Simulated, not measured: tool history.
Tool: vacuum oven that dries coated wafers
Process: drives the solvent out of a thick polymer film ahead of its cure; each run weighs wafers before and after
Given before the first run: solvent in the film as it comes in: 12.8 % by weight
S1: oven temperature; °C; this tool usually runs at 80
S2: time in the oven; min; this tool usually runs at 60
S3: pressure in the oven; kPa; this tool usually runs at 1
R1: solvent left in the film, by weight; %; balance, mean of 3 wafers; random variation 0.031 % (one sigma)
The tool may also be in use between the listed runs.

Run 1, day 0: usual settings. Result: R1 1.29 %.
Run 2, day 1.025: usual settings. Result: R1 1.27 %.
Run 3, day 2.233: usual settings. Result: R1 1.31 %.
Run 4, day 3.55: usual settings but S1 88 °C. Result: R1 0.71 %.
Run 5, day 4.821: usual settings. Result: R1 1.27 %.
Run 6, day 6.225: usual settings but S1 95 °C. Result: R1 0.47 %.
Run 7, day 8.096: usual settings but S1 95 °C. Result: R1 0.45 %.
Run 8, day 9.117: usual settings but S3 3.11 kPa. Result: R1 2.8 %.
Run 9, day 10.621: usual settings but S3 3.11 kPa. Result: R1 2.83 %.
Run 10, day 11.454: usual settings. Result: R1 1.31 %.
Run 11, day 12.229: usual settings but S3 1.41 kPa. Result: R1 1.69 %.
Run 12, day 13.571: usual settings but S3 1.41 kPa. Result: R1 1.67 %.
Run 13, day 15.05: usual settings but S3 1.41 kPa. Result: R1 1.69 %.
Run 14, day 16.154: usual settings but S3 1.41 kPa. Result: R1 1.71 %.
At day 16.383: oven's thermocouples calibrated.
Run 15, day 18.1: usual settings but S3 1.41 kPa. Result: R1 1.74 %.
Run 16, day 19.733: usual settings but S1 70 °C, S3 1.41 kPa. Result: R1 3.52 %.
Run 17, day 21.321: usual settings but S1 94 °C, S3 0.81 kPa. Result: R1 0.47 %.
Run 18, day 22.875: usual settings but S1 94 °C, S3 0.81 kPa. Result: R1 0.46 %.
Run 19, day 23.733: usual settings but S2 75 min, S3 2.71 kPa. Result: R1 2.39 %.
At day 25.279: oven's thermocouples calibrated, once more.
Run 20, day 25.562: usual settings but S2 75 min, S3 2.71 kPa. Result: R1 2.15 %.
Run 21, day 27.404: usual settings but S2 75 min, S3 2.71 kPa. Result: R1 2.17 %.
Run 22, day 28.875: usual settings but S1 73 °C, S3 1.83 kPa. Result: R1 2.84 %.
Run 23, day 30.558: usual settings but S1 73 °C, S3 1.83 kPa. Result: R1 2.78 %.
Run 24, day 31.662: usual settings but S1 73 °C, S3 1.83 kPa. Result: R1 2.9 %.

Forecast each of these 3 alternatives for the next run:
Run A, day 32.767: usual settings but S1 71 °C, S3 0.6 kPa. Result: R1 ?.
Run B, day 32.767: usual settings but S1 74 °C, S3 0.66 kPa. Result: R1 ?.
Run C, day 32.767: usual settings but S1 78 °C, S2 73 min, S3 1.11 kPa. Result: R1 ?.

run    R1
  A  2.16
  B  1.78
  C  1.33
Without the tool's unlogged condition, the same runs would have read:
run    R1
  A  1.87
  B  1.52
  C   1.1

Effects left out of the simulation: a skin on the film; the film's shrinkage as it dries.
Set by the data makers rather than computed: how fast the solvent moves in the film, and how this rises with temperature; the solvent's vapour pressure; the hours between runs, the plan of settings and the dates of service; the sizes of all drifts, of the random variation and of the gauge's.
